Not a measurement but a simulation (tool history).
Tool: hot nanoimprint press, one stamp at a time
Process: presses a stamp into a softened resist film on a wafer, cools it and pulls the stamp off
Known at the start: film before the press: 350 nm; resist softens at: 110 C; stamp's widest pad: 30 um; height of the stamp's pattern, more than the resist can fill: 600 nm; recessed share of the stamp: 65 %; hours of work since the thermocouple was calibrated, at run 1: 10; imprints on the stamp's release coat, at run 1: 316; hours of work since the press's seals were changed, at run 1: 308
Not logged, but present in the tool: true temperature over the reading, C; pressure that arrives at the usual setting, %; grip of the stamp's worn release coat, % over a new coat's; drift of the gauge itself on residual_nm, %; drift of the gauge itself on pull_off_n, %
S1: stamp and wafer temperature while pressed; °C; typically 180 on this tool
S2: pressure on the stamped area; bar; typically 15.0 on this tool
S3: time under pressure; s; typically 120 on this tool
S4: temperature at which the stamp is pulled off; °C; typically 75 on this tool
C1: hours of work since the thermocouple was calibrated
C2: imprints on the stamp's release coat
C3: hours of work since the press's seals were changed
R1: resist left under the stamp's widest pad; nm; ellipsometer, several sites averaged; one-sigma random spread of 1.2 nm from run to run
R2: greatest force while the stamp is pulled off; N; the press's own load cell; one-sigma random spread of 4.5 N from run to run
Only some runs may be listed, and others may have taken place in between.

run   hour   S1    S2   S3  S4  C1   C2   C3     R1   R2
  1    0.0  180  15.0  120  75  10  316  308  193.3  232
  2   14.4  180  15.0  120  75  18  341  315  192.4  234
  3   35.1  180  15.0  120  75  28  376  326  192.9  224
  4   54.2  180  15.0  120  72  38  409  336  192.0  237
  5   68.5  180  15.0  120  65  46  433  343  194.8  254
  6   88.9  180  15.0  120  66  56  469  354  192.8  250
  7  102.4  180  15.0  120  66  63  492  361  192.7  239
  8  118.4  180  15.0  120  66  71  519  369  193.8  254
  9  128.7  180  15.0  135  75  77  537  374  185.9  229
     132.9  -- plate thermocouple calibrated
 10  145.7  180  15.0  135  75   7  561  381  187.6  236
 11  155.1  180  15.0  135  75  11  577  386  189.4  241
 12  175.6  183  15.0  120  75  22  612  397  175.3  232
     181.4  -- plate thermocouple calibrated, once more
 13  201.5  183  15.0  120  73  10  652  409  168.3  243
 14  218.2  183  15.0  120  73  19  680  417  165.4  237
 15  234.8  183  11.4  155  73  28  709  426  170.4  229
 16  256.5  183  11.4  155  73  39  746  437  171.6  242
 17  278.3  183  11.4   73  69  50  784  449  221.8  254
 18  301.5  180  23.1  120  75  62  823  461  161.0  250
 19  316.5  180  19.8  127  75  70  849  468  168.5  238
 20  328.1  178  15.0  120  75  76  869  474  206.4  242
 21  342.8  180  15.0  120  83  84  894  482  191.5  227
 22  352.2  178  14.1  212  83  88  911  487  175.7  220
 23  361.7  182  14.1  212  83  93  927  492  146.9  236

3 ways to go on from here, each from the tool as it stands after run 23. What would each give?
  A  378.0  182  14.1  139  83  102  955  500   ?   ?
  B  378.0  182  14.1  160  63  102  955  500   ?   ?
  C  378.0  171  15.6  212  68  102  955  500   ?   ?

run     R1   R2
  A  173.3  222
  B  164.4  275
  C  224.0  264
Without the tool's hidden state the same runs would have given:
run     R1   R2
  A  170.5  198
  B  161.7  245
  C  220.8  235
